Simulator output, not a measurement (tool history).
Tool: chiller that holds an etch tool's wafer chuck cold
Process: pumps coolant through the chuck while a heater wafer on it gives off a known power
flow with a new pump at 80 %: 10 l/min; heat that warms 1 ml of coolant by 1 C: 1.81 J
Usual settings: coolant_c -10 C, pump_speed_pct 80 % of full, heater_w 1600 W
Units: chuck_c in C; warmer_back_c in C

{"run": 1, "hour": 0.0, "coolant_c": -10, "pump_speed_pct": 80, "heater_w": 1600, "chuck_c": 9.7, "warmer_back_c": 5.5}
{"run": 2, "hour": 70.5, "coolant_c": -10, "pump_speed_pct": 80, "heater_w": 824, "chuck_c": 0.1, "warmer_back_c": 2.81}
{"run": 3, "hour": 127.0, "coolant_c": -10, "pump_speed_pct": 80, "heater_w": 824, "chuck_c": 0.1, "warmer_back_c": 2.83}
{"run": 4, "hour": 164.5, "coolant_c": -10, "pump_speed_pct": 80, "heater_w": 824, "chuck_c": 0.1, "warmer_back_c": 2.82}
{"run": 5, "hour": 224.2, "coolant_c": -10, "pump_speed_pct": 83, "heater_w": 1600, "chuck_c": 9.6, "warmer_back_c": 5.31}
{"run": 6, "hour": 265.2, "coolant_c": -10, "pump_speed_pct": 83, "heater_w": 1479, "chuck_c": 7.9, "warmer_back_c": 4.83}
{"run": 7, "hour": 311.5, "coolant_c": -10, "pump_speed_pct": 83, "heater_w": 1479, "chuck_c": 8, "warmer_back_c": 4.91}
{"run": 8, "hour": 360.5, "coolant_c": -10, "pump_speed_pct": 83, "heater_w": 1938, "chuck_c": 13.6, "warmer_back_c": 6.41}
{"run": 9, "hour": 398.6, "coolant_c": -8, "pump_speed_pct": 80, "heater_w": 1600, "chuck_c": 11.9, "warmer_back_c": 5.42}
{"run": 10, "hour": 467.8, "coolant_c": -8, "pump_speed_pct": 80, "heater_w": 1600, "chuck_c": 11.9, "warmer_back_c": 5.47}
{"run": 11, "hour": 527.6, "coolant_c": -8, "pump_speed_pct": 80, "heater_w": 1600, "chuck_c": 12, "warmer_back_c": 5.49}
{"run": 12, "hour": 596.0, "coolant_c": -6, "pump_speed_pct": 80, "heater_w": 1600, "chuck_c": 14, "warmer_back_c": 5.48}
{"run": 13, "hour": 667.1, "coolant_c": -17, "pump_speed_pct": 80, "heater_w": 1600, "chuck_c": 2.9, "warmer_back_c": 5.47}
{"run": 14, "hour": 723.2, "coolant_c": -17, "pump_speed_pct": 80, "heater_w": 1600, "chuck_c": 3, "warmer_back_c": 5.5}
{"run": 15, "hour": 792.9, "coolant_c": -17, "pump_speed_pct": 80, "heater_w": 1600, "chuck_c": 2.8, "warmer_back_c": 5.48}
{"run": 16, "hour": 857.9, "coolant_c": -10, "pump_speed_pct": 80, "heater_w": 1089, "chuck_c": 3.5, "warmer_back_c": 3.74}
{"run": 17, "hour": 916.0, "coolant_c": -16, "pump_speed_pct": 80, "heater_w": 1493, "chuck_c": 2.5, "warmer_back_c": 5.11}
{"run": 18, "hour": 954.6, "coolant_c": -16, "pump_speed_pct": 80, "heater_w": 1493, "chuck_c": 2.8, "warmer_back_c": 5.19}
{"run": 19, "hour": 1020.7, "coolant_c": -8, "pump_speed_pct": 80, "heater_w": 1600, "chuck_c": 12.1, "warmer_back_c": 5.49}
{"run": 20, "hour": 1090.4, "coolant_c": -10, "pump_speed_pct": 73, "heater_w": 1600, "chuck_c": 11.2, "warmer_back_c": 5.98}
{"run": 21, "hour": 1122.2, "coolant_c": -16, "pump_speed_pct": 72, "heater_w": 1535, "chuck_c": 4.4, "warmer_back_c": 5.89}
{"run": 22, "hour": 1193.3, "coolant_c": -16, "pump_speed_pct": 72, "heater_w": 1535, "chuck_c": 4.5, "warmer_back_c": 5.85}
{"run": 23, "hour": 1259.8, "coolant_c": -6, "pump_speed_pct": 69, "heater_w": 1624, "chuck_c": 16.4, "warmer_back_c": 6.41}
{"run": 24, "hour": 1317.9, "coolant_c": -6, "pump_speed_pct": 69, "heater_w": 1624, "chuck_c": 16.4, "warmer_back_c": 6.42}
{"run": 25, "hour": 1377.8, "coolant_c": -20, "pump_speed_pct": 80, "heater_w": 1688, "chuck_c": 1.3, "warmer_back_c": 5.8}
{"run": 26, "hour": 1414.2, "coolant_c": -13, "pump_speed_pct": 80, "heater_w": 1688, "chuck_c": 8.4, "warmer_back_c": 5.83}
{"run": 27, "hour": 1464.2, "coolant_c": -13, "pump_speed_pct": 80, "heater_w": 1688, "chuck_c": 8.5, "warmer_back_c": 5.77}
{"run": 28, "hour": 1507.6, "coolant_c": -10, "pump_speed_pct": 97, "heater_w": 946, "chuck_c": 0.9, "warmer_back_c": 2.68}
{"run": 29, "hour": 1578.1, "coolant_c": -10, "pump_speed_pct": 94, "heater_w": 1600, "chuck_c": 8.7, "warmer_back_c": 4.75}

The next listed run, before its measurement:
{"run": 30, "hour": 1613.0, "coolant_c": -9, "pump_speed_pct": 70, "heater_w": 1561, "chuck_c": "?", "warmer_back_c": "?"}

{"run 30": {"chuck_c": 12.5, "warmer_back_c": 6.15}}
Without the tool's hidden state the same run would have given chuck_c 10.5 C, warmer_back_c 5.89 C.
